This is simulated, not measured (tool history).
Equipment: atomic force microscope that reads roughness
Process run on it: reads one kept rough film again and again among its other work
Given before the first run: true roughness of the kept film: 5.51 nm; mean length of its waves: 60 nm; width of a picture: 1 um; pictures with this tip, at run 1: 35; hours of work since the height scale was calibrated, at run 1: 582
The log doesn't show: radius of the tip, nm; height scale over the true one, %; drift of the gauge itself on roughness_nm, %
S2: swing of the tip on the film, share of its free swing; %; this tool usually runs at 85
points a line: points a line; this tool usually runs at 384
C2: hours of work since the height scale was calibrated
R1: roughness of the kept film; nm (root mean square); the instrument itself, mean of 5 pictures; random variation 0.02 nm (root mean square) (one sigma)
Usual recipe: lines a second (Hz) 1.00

{"run": 1, "hour": 0.0, "lines a second (Hz)": 1.0, "S2": 85, "points a line": 384, "pictures with this tip": 35, "C2": 582, "R1": 4.653}
{"hour": 25.3, "done": "new tip fitted"}
{"run": 2, "hour": 43.3, "lines a second (Hz)": 1.0, "S2": 85, "points a line": 384, "pictures with this tip": 34, "C2": 615, "R1": 4.625}
{"hour": 69.9, "done": "new tip fitted"}
{"run": 3, "hour": 71.4, "lines a second (Hz)": 1.0, "S2": 85, "points a line": 384, "pictures with this tip": 3, "C2": 637, "R1": 4.926}
{"run": 4, "hour": 93.6, "lines a second (Hz)": 1.0, "S2": 85, "points a line": 384, "pictures with this tip": 45, "C2": 654, "R1": 4.555}
{"hour": 111.9, "done": "new tip fitted"}
{"run": 5, "hour": 119.6, "lines a second (Hz)": 1.0, "S2": 85, "points a line": 384, "pictures with this tip": 15, "C2": 674, "R1": 4.859}
{"run": 6, "hour": 138.3, "lines a second (Hz)": 1.0, "S2": 85, "points a line": 384, "pictures with this tip": 50, "C2": 688, "R1": 4.53}
{"hour": 154.4, "done": "new tip fitted"}
{"run": 7, "hour": 164.0, "lines a second (Hz)": 1.0, "S2": 85, "points a line": 384, "pictures with this tip": 18, "C2": 708, "R1": 4.764}
{"run": 8, "hour": 188.6, "lines a second (Hz)": 1.0, "S2": 85, "points a line": 384, "pictures with this tip": 65, "C2": 727, "R1": 4.392}
{"hour": 197.1, "done": "new tip fitted"}
{"run": 9, "hour": 213.5, "lines a second (Hz)": 0.58, "S2": 68, "points a line": 675, "pictures with this tip": 32, "C2": 746, "R1": 4.866}
{"hour": 240.3, "done": "new tip fitted"}
{"run": 10, "hour": 248.4, "lines a second (Hz)": 0.58, "S2": 68, "points a line": 675, "pictures with this tip": 15, "C2": 773, "R1": 5.044}
{"run": 11, "hour": 266.5, "lines a second (Hz)": 0.71, "S2": 87, "points a line": 299, "pictures with this tip": 50, "C2": 787, "R1": 4.552}
{"hour": 282.3, "done": "new tip fitted"}
{"run": 12, "hour": 288.0, "lines a second (Hz)": 3.6, "S2": 80, "points a line": 1002, "pictures with this tip": 11, "C2": 804, "R1": 4.407}
{"run": 13, "hour": 310.3, "lines a second (Hz)": 3.6, "S2": 80, "points a line": 1002, "pictures with this tip": 53, "C2": 821, "R1": 4.127}
{"hour": 325.6, "done": "new tip fitted"}
{"run": 14, "hour": 341.3, "lines a second (Hz)": 3.6, "S2": 80, "points a line": 1002, "pictures with this tip": 30, "C2": 845, "R1": 4.266}
{"run": 15, "hour": 365.1, "lines a second (Hz)": 3.6, "S2": 56, "points a line": 407, "pictures with this tip": 76, "C2": 863, "R1": 4.375}

Below are 5 alternative next runs, each starting from the tool's condition after run 15. Predict each:
{"hour": 369.3, "done": "new tip fitted"}
{"run": "A", "hour": 396.9, "lines a second (Hz)": 1.27, "S2": 57, "points a line": 407, "pictures with this tip": 52, "C2": 888, "R1": "?"}
{"hour": 369.3, "done": "new tip fitted"}
{"run": "B", "hour": 396.9, "lines a second (Hz)": 1.28, "S2": 85, "points a line": 490, "pictures with this tip": 52, "C2": 888, "R1": "?"}
{"hour": 369.3, "done": "new tip fitted"}
{"run": "C", "hour": 396.9, "lines a second (Hz)": 0.57, "S2": 89, "points a line": 771, "pictures with this tip": 52, "C2": 888, "R1": "?"}
{"hour": 369.3, "done": "new tip fitted"}
{"run": "D", "hour": 396.9, "lines a second (Hz)": 1.0, "S2": 73, "points a line": 384, "pictures with this tip": 52, "C2": 888, "R1": "?"}
{"hour": 369.3, "done": "new tip fitted"}
{"run": "E", "hour": 396.9, "lines a second (Hz)": 3.6, "S2": 56, "points a line": 378, "pictures with this tip": 52, "C2": 888, "R1": "?"}

run=A R1=4.736
run=B R1=4.436
run=C R1=4.582
run=D R1=4.613
run=E R1=4.580
Without the tool's unlogged condition, the same runs would have read:
run=A R1=5.224
run=B R1=4.893
run=C R1=5.054
run=D R1=5.089
run=E R1=5.052

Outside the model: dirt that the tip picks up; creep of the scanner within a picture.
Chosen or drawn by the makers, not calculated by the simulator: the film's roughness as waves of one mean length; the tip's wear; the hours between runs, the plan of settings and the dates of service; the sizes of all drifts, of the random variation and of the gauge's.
